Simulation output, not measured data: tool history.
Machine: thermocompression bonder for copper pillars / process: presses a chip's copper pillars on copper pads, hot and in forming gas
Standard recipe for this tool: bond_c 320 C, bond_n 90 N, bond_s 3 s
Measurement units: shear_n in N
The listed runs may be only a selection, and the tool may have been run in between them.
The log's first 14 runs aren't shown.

run    hour  bond_c  bond_n  bond_s  shear_n
 15     800     317      90       3     47.8
 16   882.7     317      84       3     46.3
 17   924.8     317      84       3     46.1
 18   997.9     320      90       2     42.2
 19  1061.5     320      90       3     48.2
 20  1142.2     320      90       3     47.5
     1220.1  -- heater calibrated with a thermocouple chip
 21  1228.8     294      59       2     20.3
     1274.4  -- force cell calibrated
 22  1317.9     294      59       2     22.4
 23  1383.4     294      76       8     45.6
 24  1438.9     294      68       7     40.4
       1513  -- forming gas filter changed
 25  1521.9     342      85       5     67.6
 26  1566.8     320      85       3     48.5
 27  1648.1     345      90       3     61.4
 28  1707.8     327     107       3       58
 29  1772.2     327     107       3     57.7
 30  1838.8     320     106       4       59
 31  1877.7     320      90       3     48.1

Predict the results of run 32:
 32  1918.4     320      99       2        ?

{"run 32": {"shear_n": 44.5}}
With the hidden condition absent and the run-to-run variation left alone, this run would have shown shear_n 47 N.

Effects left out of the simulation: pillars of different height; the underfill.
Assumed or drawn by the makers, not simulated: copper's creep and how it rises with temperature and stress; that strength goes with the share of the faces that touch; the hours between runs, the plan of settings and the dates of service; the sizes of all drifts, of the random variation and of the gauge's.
